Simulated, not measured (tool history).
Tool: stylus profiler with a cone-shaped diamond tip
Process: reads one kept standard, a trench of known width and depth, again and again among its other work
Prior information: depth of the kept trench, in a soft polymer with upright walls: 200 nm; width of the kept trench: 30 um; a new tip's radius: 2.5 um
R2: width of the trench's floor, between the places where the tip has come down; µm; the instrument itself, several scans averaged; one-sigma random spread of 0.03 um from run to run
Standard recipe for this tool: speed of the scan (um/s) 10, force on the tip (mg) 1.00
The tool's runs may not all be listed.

{"run": 1, "day": 0.0, "speed of the scan (um/s)": 10, "force on the tip (mg)": 1.0, "depth of the trench (nm)": 200.63, "R2": 27.77}
{"run": 2, "day": 1.962, "speed of the scan (um/s)": 12, "force on the tip (mg)": 1.0, "depth of the trench (nm)": 200.57, "R2": 27.82}
{"run": 3, "day": 3.708, "speed of the scan (um/s)": 10, "force on the tip (mg)": 0.5, "depth of the trench (nm)": 200.35, "R2": 27.77}
{"run": 4, "day": 5.362, "speed of the scan (um/s)": 10, "force on the tip (mg)": 1.0, "depth of the trench (nm)": 200.58, "R2": 27.79}
{"run": 5, "day": 6.467, "speed of the scan (um/s)": 10, "force on the tip (mg)": 1.0, "depth of the trench (nm)": 200.64, "R2": 27.75}
{"run": 6, "day": 7.417, "speed of the scan (um/s)": 10, "force on the tip (mg)": 1.01, "depth of the trench (nm)": 200.56, "R2": 27.8}
{"run": 7, "day": 8.621, "speed of the scan (um/s)": 10, "force on the tip (mg)": 1.01, "depth of the trench (nm)": 200.56, "R2": 27.84}
{"run": 8, "day": 10.038, "speed of the scan (um/s)": 10, "force on the tip (mg)": 1.0, "depth of the trench (nm)": 200.49, "R2": 27.76}
{"run": 9, "day": 11.95, "speed of the scan (um/s)": 10, "force on the tip (mg)": 1.0, "depth of the trench (nm)": 200.54, "R2": 27.76}
{"run": 10, "day": 12.846, "speed of the scan (um/s)": 10, "force on the tip (mg)": 1.0, "depth of the trench (nm)": 200.49, "R2": 27.72}
{"run": 11, "day": 13.796, "speed of the scan (um/s)": 10, "force on the tip (mg)": 1.0, "depth of the trench (nm)": 200.6, "R2": 27.75}
{"run": 12, "day": 15.508, "speed of the scan (um/s)": 10, "force on the tip (mg)": 1.0, "depth of the trench (nm)": 200.51, "R2": 27.69}
{"run": 13, "day": 16.325, "speed of the scan (um/s)": 10, "force on the tip (mg)": 0.77, "depth of the trench (nm)": 200.45, "R2": 27.68}
{"run": 14, "day": 17.654, "speed of the scan (um/s)": 10, "force on the tip (mg)": 0.77, "depth of the trench (nm)": 200.36, "R2": 27.69}
{"run": 15, "day": 18.796, "speed of the scan (um/s)": 10, "force on the tip (mg)": 0.42, "depth of the trench (nm)": 200.22, "R2": 27.64}
{"run": 16, "day": 20.196, "speed of the scan (um/s)": 29, "force on the tip (mg)": 0.93, "depth of the trench (nm)": 200.46, "R2": 27.52}
{"run": 17, "day": 21.046, "speed of the scan (um/s)": 37, "force on the tip (mg)": 1.91, "depth of the trench (nm)": 200.94, "R2": 27.52}
{"day": 21.188, "done": "height scale calibrated on a step standard"}
{"run": 18, "day": 22.992, "speed of the scan (um/s)": 28, "force on the tip (mg)": 0.36, "depth of the trench (nm)": 200.2, "R2": 27.34}
{"run": 19, "day": 24.825, "speed of the scan (um/s)": 28, "force on the tip (mg)": 0.36, "depth of the trench (nm)": 200.12, "R2": 27.33}
{"run": 20, "day": 25.675, "speed of the scan (um/s)": 16, "force on the tip (mg)": 1.09, "depth of the trench (nm)": 200.51, "R2": 27.65}
{"day": 26.104, "done": "height scale calibrated on a step standard, once more"}
{"run": 21, "day": 26.721, "speed of the scan (um/s)": 6, "force on the tip (mg)": 0.61, "depth of the trench (nm)": 200.44, "R2": 27.66}
{"run": 22, "day": 28.658, "speed of the scan (um/s)": 6, "force on the tip (mg)": 0.61, "depth of the trench (nm)": 200.33, "R2": 27.79}
{"run": 23, "day": 30.325, "speed of the scan (um/s)": 24, "force on the tip (mg)": 0.39, "depth of the trench (nm)": 200.3, "R2": 27.32}
{"run": 24, "day": 31.746, "speed of the scan (um/s)": 28, "force on the tip (mg)": 2.9, "depth of the trench (nm)": 201.24, "R2": 27.54}
{"run": 25, "day": 32.846, "speed of the scan (um/s)": 28, "force on the tip (mg)": 2.9, "depth of the trench (nm)": 201.31, "R2": 27.61}
{"run": 26, "day": 33.808, "speed of the scan (um/s)": 32, "force on the tip (mg)": 1.88, "depth of the trench (nm)": 200.94, "R2": 27.53}

The next listed run, before its measurement:
{"run": 27, "day": 35.079, "speed of the scan (um/s)": 8, "force on the tip (mg)": 0.39, "depth of the trench (nm)": "?", "R2": "?"}

{"run 27": {"depth of the trench (nm)": 200.24, "R2": 27.6}}
Had the tool carried no hidden state, the very same run would have given depth of the trench (nm) 200.29, R2 27.91 µm.
